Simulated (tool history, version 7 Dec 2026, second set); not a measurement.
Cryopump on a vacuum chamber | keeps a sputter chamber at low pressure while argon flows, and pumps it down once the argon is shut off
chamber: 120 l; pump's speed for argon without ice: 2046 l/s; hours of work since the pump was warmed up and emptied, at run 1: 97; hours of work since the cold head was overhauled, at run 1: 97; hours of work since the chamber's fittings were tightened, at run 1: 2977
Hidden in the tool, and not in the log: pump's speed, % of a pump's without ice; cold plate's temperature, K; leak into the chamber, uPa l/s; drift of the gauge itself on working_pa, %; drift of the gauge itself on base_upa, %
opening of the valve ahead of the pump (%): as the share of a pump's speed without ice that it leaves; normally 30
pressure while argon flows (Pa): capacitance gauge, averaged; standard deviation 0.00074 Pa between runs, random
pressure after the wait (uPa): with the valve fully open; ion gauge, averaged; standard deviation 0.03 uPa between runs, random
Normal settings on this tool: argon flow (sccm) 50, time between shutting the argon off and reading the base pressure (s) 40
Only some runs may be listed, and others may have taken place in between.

run	hour	argon flow (sccm)	time between shutting the argon off and reading the base pressure (s)	opening of the valve ahead of the pump (%)	hours of work since the pump was warmed up and emptied	hours of work since the cold head was overhauled	hours of work since the chamber's fittings were tightened	pressure while argon flows (Pa)	pressure after the wait (uPa)
1	0.0	50	40	30	97	97	2977	0.1391	2.35
2	30.5	50	38	30	116	116	2995	0.1403	2.44
3	73.7	50	38	30	142	142	3021	0.1421	2.40
4	108.6	50	47	30	163	163	3042	0.1406	2.21
5	152.8	50	47	30	189	189	3069	0.1397	2.24
6	186.5	50	103	30	209	209	3089	0.1416	1.53
7	227.5	50	40	30	234	234	3114	0.1413	2.40
8	266.0	50	40	30	257	257	3137	0.1418	2.40
9	295.2	50	24	30	275	275	3154	0.1420	3.19
10	331.3	50	24	30	297	297	3176	0.1444	3.39
11	358.7	50	40	43	313	313	3193	0.1025	2.47
12	393.4	50	40	43	334	334	3213	0.1022	2.45
13	428.1	50	129	27	355	355	3234	0.1574	1.48
14	467.3	67	34	42	379	379	3258	0.1404	2.76
# hour 494.3: pump warmed up, emptied and cooled again
15	498.8	23	86	42	3	394	3274	0.0454	1.60
16	537.3	50	23	49	26	418	3297	0.0848	3.45
17	568.7	22	24	35	45	437	3316	0.0522	3.12
# hour 602.5: leaking fittings of the chamber tightened, without venting
18	617.1	22	24	35	73	465	9	0.0516	2.43
19	664.5	50	55	19	101	493	37	0.2193	1.17

Each run again, without the hidden state but with its own random variation kept:
run	pressure while argon flows (Pa)	pressure after the wait (uPa)
1	0.1370	1.53
2	0.1379	1.62
3	0.1393	1.57
4	0.1375	1.35
5	0.1363	1.37
6	0.1378	0.67
7	0.1370	1.51
8	0.1371	1.50
9	0.1371	2.31
10	0.1390	2.45
11	0.0968	1.53
12	0.0961	1.50
13	0.1510	0.53
14	0.1312	1.76
15	0.0452	0.76
16	0.0839	2.58
17	0.0517	2.29
18	0.0509	2.38
19	0.2173	1.10

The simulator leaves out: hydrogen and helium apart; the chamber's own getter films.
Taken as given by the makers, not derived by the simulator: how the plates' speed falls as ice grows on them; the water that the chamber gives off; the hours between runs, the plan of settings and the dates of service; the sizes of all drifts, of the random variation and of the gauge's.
